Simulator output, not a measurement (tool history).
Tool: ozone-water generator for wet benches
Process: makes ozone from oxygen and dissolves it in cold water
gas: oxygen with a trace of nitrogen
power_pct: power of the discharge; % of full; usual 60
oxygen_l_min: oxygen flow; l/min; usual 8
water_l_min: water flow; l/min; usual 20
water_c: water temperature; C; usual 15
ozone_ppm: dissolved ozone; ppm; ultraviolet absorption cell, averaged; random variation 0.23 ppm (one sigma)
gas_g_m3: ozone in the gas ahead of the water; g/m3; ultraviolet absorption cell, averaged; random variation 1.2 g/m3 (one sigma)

run   hour  power_pct  oxygen_l_min  water_l_min  water_c  ozone_ppm  gas_g_m3
  1      0         60             8           20       15       31.7     206.8
  2   15.1         60         12.73           20       15         30     160.9
  3   45.9         60             8           20       15       31.7     206.2
  4   79.7         60             8           20       15       31.9     206.4
  5   98.2         61             8           20       15       32.5       208
  6  122.4         60             8           24       15       27.9     207.3

Run 7 comes next. What will it give?
  7  147.9         73             8           20       15          ?         ?

ozone_ppm: 35.3 ppm
gas_g_m3: 227.5 g/m3
Without the tool's hidden state the same run would have given ozone_ppm 37.3 ppm, gas_g_m3 231.8 g/m3.
